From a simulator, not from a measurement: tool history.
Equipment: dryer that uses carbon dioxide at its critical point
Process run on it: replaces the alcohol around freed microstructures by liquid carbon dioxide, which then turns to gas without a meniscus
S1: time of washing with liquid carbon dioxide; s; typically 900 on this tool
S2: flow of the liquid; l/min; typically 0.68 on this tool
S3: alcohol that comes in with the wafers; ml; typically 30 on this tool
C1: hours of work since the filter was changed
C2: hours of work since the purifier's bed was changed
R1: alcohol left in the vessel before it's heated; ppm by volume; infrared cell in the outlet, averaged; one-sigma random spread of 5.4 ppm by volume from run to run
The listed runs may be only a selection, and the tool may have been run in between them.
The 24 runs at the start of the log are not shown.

run   hour    S1     S2   S3   C1   C2    R1
 25  139.4   720  0.423   54  173  179  3313
 26  147.5   720  0.423   54  177  183  3320
 27  152.7   720  0.423   54  179  185  3346
 28  156.9   720  0.423   54  181  187  3388
 29  160.7   720  0.423   54  183  189  3351
 30  168.4   600  0.602   24  187  193  1029
 31  173.5   600   0.68   52  189  195  1565
 32  182.2   660  0.702   52  193  199  1093
 33  187.4   660  0.702   38  196  202   789
 34  192.7   780   0.68  112  198  204  1527
 35  196.7   780   0.68  112  200  206  1539
 36    203  1140   0.68   24  203  209    76
 37  209.3   540  0.437   46  206  212  4755
 38  217.7  1020  1.003   23  210  216    24
 39  223.6  1380  0.465   26  212  218   188
 40  231.9   540  0.652   26  216  222  1201
 41  236.9   840   0.68   30  219  225   324
 42  245.8  1080  0.704   64  223  229   204
 43  252.8  1080  0.704   64  226  232   213
 44  259.7   600  0.684   42  229  235  1348
 45  264.4   660  0.684   37  231  237   908
 46  268.9   840  0.486   20  233  239   675
 47  272.7   840  0.638  106  235  241  1488
 48    279   840  0.638  106  238  244  1489

Each row is a separate what-if for the run after 48, all from the same tool condition, not one after another. Results?
  A  283.1  660   0.68   30  240  246   ?
  B  283.1  600  0.836  106  240  246   ?
  C  283.1  900   0.68   60  240  246   ?

run    R1
  A   764
  B  1857
  C   496
Stripped of hidden state, with their random variation kept, the same runs would have yielded:
run    R1
  A   489
  B  1144
  C   271

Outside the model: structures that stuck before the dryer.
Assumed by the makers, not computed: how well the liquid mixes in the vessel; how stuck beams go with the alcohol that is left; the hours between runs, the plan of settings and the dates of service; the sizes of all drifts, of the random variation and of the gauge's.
